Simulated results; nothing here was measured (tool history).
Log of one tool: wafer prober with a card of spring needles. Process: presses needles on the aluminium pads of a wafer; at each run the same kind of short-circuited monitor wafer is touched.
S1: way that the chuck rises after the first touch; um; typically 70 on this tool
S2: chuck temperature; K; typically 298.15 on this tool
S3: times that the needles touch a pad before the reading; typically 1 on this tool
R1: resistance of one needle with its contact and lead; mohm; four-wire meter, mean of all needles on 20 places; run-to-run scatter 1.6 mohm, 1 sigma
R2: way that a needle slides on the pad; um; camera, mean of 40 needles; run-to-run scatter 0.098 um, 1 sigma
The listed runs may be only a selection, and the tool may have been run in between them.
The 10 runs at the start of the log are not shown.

run     day  S1      S2  S3   R1     R2
     12.875  -- tips cleaned on abrasive film
       13.6  -- tips cleaned on abrasive film
     14.358  -- tips cleaned on abrasive film
 11  14.408  70  392.15   1  185  18.57
     15.092  -- tips cleaned on abrasive film
     15.867  -- tips cleaned on abrasive film
 12  15.871  70  392.15   1  183  18.49
     16.592  -- tips cleaned on abrasive film
 13  17.208  70  392.15   1  218  18.43
     17.367  -- tips cleaned on abrasive film
     18.146  -- tips cleaned on abrasive film
 14  18.708  70  317.15   1  207  18.34
     18.946  -- tips cleaned on abrasive film
     19.729  -- tips cleaned on abrasive film
 15  19.912  70  317.15   1  183  18.38
     20.508  -- tips cleaned on abrasive film
 16  20.883  70  298.15   1  191  18.14
     21.296  -- tips cleaned on abrasive film
     22.046  -- tips cleaned on abrasive film
 17  22.108  53  350.15   2  183  13.53
     22.796  -- tips cleaned on abrasive film
 18  23.042  69  298.15   1  190     18
     23.558  -- tips cleaned on abrasive film
 19  23.808  53  315.15   1  214  13.58
     24.396  -- tips cleaned on abrasive film
     25.117  -- tips cleaned on abrasive film
 20  25.117  81  303.15   1  159  20.97
 21  25.821  70  298.15   3  179  18.17
     25.929  -- tips cleaned on abrasive film
     26.738  -- tips cleaned on abrasive film
 22  26.742  70  298.15   3  161  18.14
     27.608  -- tips cleaned on abrasive film
 23  27.662  70  298.15   3  165  18.13
     28.375  -- tips cleaned on abrasive film
 24  28.662  87  361.15   2  182  22.58
      29.15  -- tips cleaned on abrasive film
     29.442  -- height of the first contact set anew
 25  29.496  87  311.15   2  170  23.42
     29.912  -- tips cleaned on abrasive film
 26  30.417  59  304.15   2  200  16.11
     30.746  -- tips cleaned on abrasive film
     31.525  -- tips cleaned on abrasive film
 27  31.862  59  304.15   2  186  15.82
     32.338  -- tips cleaned on abrasive film
     33.112  -- tips cleaned on abrasive film
 28    33.2  60  313.15   1  180  16.17
     33.921  -- tips cleaned on abrasive film
 29  34.054  60  299.15   2  180   16.1
     34.654  -- tips cleaned on abrasive film
 30    34.9  79  328.15   2  174  21.13
     35.483  -- tips cleaned on abrasive film
     36.304  -- tips cleaned on abrasive film
 31  36.371  54  298.15   1  180   14.3

3 ways to go on from here, each from the tool as it stands after run 31. What would each give?
     37.071  -- tips cleaned on abrasive film
  A  37.388  70  302.15   1   ?   ?
     37.071  -- tips cleaned on abrasive film
  B  37.388  70  298.15   1   ?   ?
     37.071  -- tips cleaned on abrasive film
  C  37.388  70  298.15   3   ?   ?

run   R1     R2
  A  195  18.68
  B  191  18.63
  C  175  18.75
With no hidden state in the tool, these same runs would have given:
run   R1     R2
  A  159  18.94
  B  155  18.89
  C  161  19.01

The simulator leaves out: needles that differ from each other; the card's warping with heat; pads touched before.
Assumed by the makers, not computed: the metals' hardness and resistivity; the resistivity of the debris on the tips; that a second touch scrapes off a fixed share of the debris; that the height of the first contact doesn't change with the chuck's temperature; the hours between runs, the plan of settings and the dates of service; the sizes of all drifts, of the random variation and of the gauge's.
